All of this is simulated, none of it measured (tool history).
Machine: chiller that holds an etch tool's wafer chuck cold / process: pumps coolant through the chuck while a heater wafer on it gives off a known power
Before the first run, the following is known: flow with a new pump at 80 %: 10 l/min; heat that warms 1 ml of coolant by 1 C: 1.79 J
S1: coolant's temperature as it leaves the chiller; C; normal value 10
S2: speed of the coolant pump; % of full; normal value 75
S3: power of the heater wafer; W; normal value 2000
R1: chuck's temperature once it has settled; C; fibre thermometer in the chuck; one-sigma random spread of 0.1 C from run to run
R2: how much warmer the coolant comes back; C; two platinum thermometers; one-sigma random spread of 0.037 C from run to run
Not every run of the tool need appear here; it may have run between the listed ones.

{"run": 1, "hour": 0.0, "S1": 10, "S2": 75, "S3": 2000, "R1": 27.1, "R2": 7.61}
{"run": 2, "hour": 140.9, "S1": 10, "S2": 75, "S3": 2000, "R1": 27.1, "R2": 7.71}
{"run": 3, "hour": 270.9, "S1": 10, "S2": 75, "S3": 2000, "R1": 27.2, "R2": 7.7}
{"run": 4, "hour": 378.0, "S1": 10, "S2": 75, "S3": 2000, "R1": 27.3, "R2": 7.72}
{"run": 5, "hour": 469.2, "S1": 10, "S2": 75, "S3": 2000, "R1": 27.5, "R2": 7.68}
{"run": 6, "hour": 590.1, "S1": 10, "S2": 75, "S3": 2000, "R1": 27.4, "R2": 7.84}
{"run": 7, "hour": 714.1, "S1": 10, "S2": 75, "S3": 2000, "R1": 27.3, "R2": 7.87}
{"run": 8, "hour": 777.1, "S1": 10, "S2": 75, "S3": 2000, "R1": 27.5, "R2": 7.86}
{"run": 9, "hour": 881.0, "S1": 10, "S2": 75, "S3": 2000, "R1": 27.6, "R2": 7.85}
{"run": 10, "hour": 968.5, "S1": 10, "S2": 75, "S3": 2000, "R1": 27.7, "R2": 7.89}
{"hour": 1028.8, "done": "chiller's thermometer calibrated"}
{"run": 11, "hour": 1059.8, "S1": 10, "S2": 75, "S3": 2000, "R1": 28.7, "R2": 7.97}
{"run": 12, "hour": 1169.3, "S1": 10, "S2": 64, "S3": 2000, "R1": 31.1, "R2": 9.46}
{"run": 13, "hour": 1311.2, "S1": 15, "S2": 75, "S3": 2000, "R1": 33.8, "R2": 8.03}
{"run": 14, "hour": 1420.6, "S1": 15, "S2": 75, "S3": 2000, "R1": 34.1, "R2": 8.11}
{"run": 15, "hour": 1480.4, "S1": 10, "S2": 63, "S3": 2000, "R1": 31.6, "R2": 9.68}
{"run": 16, "hour": 1544.2, "S1": 10, "S2": 75, "S3": 2000, "R1": 29.1, "R2": 8.09}
{"run": 17, "hour": 1653.5, "S1": 10, "S2": 75, "S3": 2000, "R1": 29.1, "R2": 8.15}
{"run": 18, "hour": 1737.9, "S1": 10, "S2": 72, "S3": 2000, "R1": 29.7, "R2": 8.58}
{"run": 19, "hour": 1798.8, "S1": 10, "S2": 75, "S3": 2000, "R1": 29.1, "R2": 8.21}
{"run": 20, "hour": 1935.0, "S1": 10, "S2": 75, "S3": 2000, "R1": 29.4, "R2": 8.15}
{"run": 21, "hour": 2044.7, "S1": 8, "S2": 85, "S3": 2659, "R1": 31.6, "R2": 9.52}
{"hour": 2167.9, "done": "coolant pump overhauled"}
{"hour": 2181.0, "done": "coolant changed, channels flushed"}
{"run": 22, "hour": 2200.8, "S1": 2, "S2": 75, "S3": 2000, "R1": 18.1, "R2": 7.2}
{"run": 23, "hour": 2316.4, "S1": 12, "S2": 70, "S3": 2000, "R1": 29.1, "R2": 7.87}
{"run": 24, "hour": 2407.4, "S1": 17, "S2": 90, "S3": 2000, "R1": 31.1, "R2": 6.04}
{"run": 25, "hour": 2506.9, "S1": 13, "S2": 75, "S3": 2000, "R1": 29.3, "R2": 7.27}
{"run": 26, "hour": 2614.4, "S1": 4, "S2": 79, "S3": 1362, "R1": 14.5, "R2": 4.77}
{"run": 27, "hour": 2720.0, "S1": 10, "S2": 73, "S3": 2000, "R1": 26.8, "R2": 7.59}
{"run": 28, "hour": 2784.2, "S1": 11, "S2": 61, "S3": 2271, "R1": 32.9, "R2": 10.46}
{"run": 29, "hour": 2899.3, "S1": 18, "S2": 97, "S3": 1332, "R1": 26.9, "R2": 3.73}
{"run": 30, "hour": 3009.9, "S1": 10, "S2": 71, "S3": 2000, "R1": 27.3, "R2": 7.93}
{"run": 31, "hour": 3100.0, "S1": 10, "S2": 63, "S3": 2270, "R1": 31.8, "R2": 10.18}
{"run": 32, "hour": 3208.1, "S1": 10, "S2": 63, "S3": 2270, "R1": 31.7, "R2": 10.29}
{"run": 33, "hour": 3285.0, "S1": 13, "S2": 68, "S3": 2000, "R1": 31, "R2": 8.32}

For some of the steps in R1 from one run to the next: how much would appear even if the tool had no hidden state, given the settings, what came in and random variation, and how much remains for the hidden state plus any gauge scatter that the measured result and the result without hidden state don't share?
The tool's hidden condition here consists of: heat passed by the chuck's channels, % of clean ones'; flow at a given pump speed, % of a new pump's; coolant's true temperature over the reading, C; drift of the gauge itself on chuck_c, C; drift of the gauge itself on warmer_back_c, C.
Run 10 -> 11: chiller's thermometer calibrated. R1 +1 C: hidden state +1, all else +0.
Run 20 -> 21: S1 10 -> 8, S2 75 -> 85, S3 2000 -> 2659. R1 +2.2 C: hidden state +0.8, all else +1.4.
Run 21 -> 22: S1 8 -> 2, S2 85 -> 75, S3 2659 -> 2000, coolant pump overhauled, coolant changed, channels flushed. R1 -13.5 C: hidden state -4.1, all else -9.4.
Run 25 -> 26: S1 13 -> 4, S2 75 -> 79, S3 2000 -> 1362. R1 -14.8 C: hidden state -0.1, all else -14.7.
Run 26 -> 27: S1 4 -> 10, S2 79 -> 73, S3 1362 -> 2000. R1 +12.3 C: hidden state +0.2, all else +12.1.

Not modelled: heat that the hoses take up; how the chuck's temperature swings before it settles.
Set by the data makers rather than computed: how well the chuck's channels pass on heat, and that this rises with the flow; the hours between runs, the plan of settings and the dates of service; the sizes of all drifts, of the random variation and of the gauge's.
